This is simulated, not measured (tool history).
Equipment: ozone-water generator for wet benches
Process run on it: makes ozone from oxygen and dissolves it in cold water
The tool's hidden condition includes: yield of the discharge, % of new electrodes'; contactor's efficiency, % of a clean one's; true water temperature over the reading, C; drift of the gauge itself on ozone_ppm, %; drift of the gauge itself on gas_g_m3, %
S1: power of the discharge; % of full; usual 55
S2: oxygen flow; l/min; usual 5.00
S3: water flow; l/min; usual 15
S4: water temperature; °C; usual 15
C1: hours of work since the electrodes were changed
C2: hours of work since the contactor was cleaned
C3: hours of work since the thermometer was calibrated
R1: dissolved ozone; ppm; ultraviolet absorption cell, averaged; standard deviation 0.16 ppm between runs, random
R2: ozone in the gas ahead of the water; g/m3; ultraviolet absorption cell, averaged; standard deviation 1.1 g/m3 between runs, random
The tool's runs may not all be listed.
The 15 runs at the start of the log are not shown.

run,hour,S1,S2,S3,S4,C1,C2,C3,R1,R2
16,1189.3,55,5.00,15,9,1138,5366,5487,20.6,197.9
17,1281.1,55,5.00,15,9,1202,5431,5551,20.9,198.5
18,1332.2,55,5.83,15,13,1238,5466,5586,19.8,185.6
19,1433.5,53,5.00,15,15,1309,5537,5657,18.7,195.4
20,1526.5,53,5.00,13,15,1374,5602,5722,21.3,194.4
# hour 1539.3: water thermometer calibrated
21,1604.1,55,5.20,23,8,1428,5656,45,13.6,197.1
22,1696.3,53,3.03,18,10,1492,5720,110,14.9,241.8
23,1740.5,53,3.03,18,10,1523,5751,141,15.0,239.5
# hour 1785.2: contactor cleaned
24,1795.7,40,5.53,16,19,1559,7,176,14.8,163.1
25,1867.9,55,7.00,15,14,1609,58,227,20.4,174.2
26,1934.3,69,5.58,15,10,1655,104,273,24.3,211.3
27,2032.4,55,3.06,9,15,1724,173,342,30.0,244.1
28,2125.9,55,6.68,9,15,1789,238,407,30.0,175.7
29,2198.0,55,3.90,19,15,1840,288,457,15.0,218.1
30,2283.4,55,3.90,16,15,1899,348,517,17.9,221.8
31,2364.8,55,7.34,16,21,1956,405,574,17.2,169.6
32,2452.5,45,5.00,15,9,2017,466,635,19.5,179.2
33,2526.4,41,8.16,22,19,2069,518,687,11.4,139.0

What if the next run were any one of these 4? Each begins from the tool's condition after run 33:
A,2610.7,64,8.16,22,22,2128,577,745,?,?
B,2610.7,41,8.16,13,19,2128,577,745,?,?
C,2610.7,60,5.00,15,15,2128,577,745,?,?
D,2610.7,41,6.51,22,19,2128,577,745,?,?

run,R1,R2
A,13.5,172.0
B,17.6,139.4
C,20.6,205.9
D,11.3,151.5
Had the tool no hidden state, the same runs would have come out as:
run,R1,R2
A,14.0,176.6
B,18.1,142.3
C,21.3,211.3
D,11.6,154.6
